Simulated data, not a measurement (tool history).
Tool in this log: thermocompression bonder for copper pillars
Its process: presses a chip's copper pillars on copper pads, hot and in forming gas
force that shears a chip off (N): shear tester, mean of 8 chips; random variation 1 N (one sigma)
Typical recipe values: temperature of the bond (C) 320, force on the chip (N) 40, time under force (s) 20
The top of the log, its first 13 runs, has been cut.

run	hour	temperature of the bond (C)	force on the chip (N)	time under force (s)	force that shears a chip off (N)
14	677.5	320	52	20	108.1
15	722	300	40	20	72.2
16	766.6	300	40	20	69.4
# hour 774.6: heater calibrated with a thermocouple chip
17	823.3	300	40	20	61.8
18	878.8	345	40	17	90.6
19	930	340	31	17	70
# hour 951: forming gas filter changed
20	972.3	299	38	45	83.7
21	1009.4	299	38	45	81.6
22	1046.5	299	38	45	79.9
23	1099.7	299	38	45	79.4
24	1132.2	299	49	11	60.5
25	1177	319	35	20	71.2
26	1240.1	297	40	38	72.4
27	1271.2	311	25	21	46.6
# hour 1320.8: forming gas filter changed
28	1333	344	39	10	83.6
29	1371.7	317	26	17	52.1
30	1415.3	350	59	20	128.3
31	1471.2	350	59	20	125.5
32	1526.2	325	50	12	86
33	1584.5	325	50	12	86.3

Here are 4 independent what-if runs from the current tool condition. What would each one return?
A	1619	307	32	27	?
B	1619	320	40	16	?
C	1619	318	50	20	?
D	1619	332	38	59	?

run	force that shears a chip off (N)
A	62.7
B	72.5
C	91.5
D	111.6
Without the tool's unlogged condition, the same runs would have read:
run	force that shears a chip off (N)
A	67.8
B	78.7
C	99.6
D	122.2
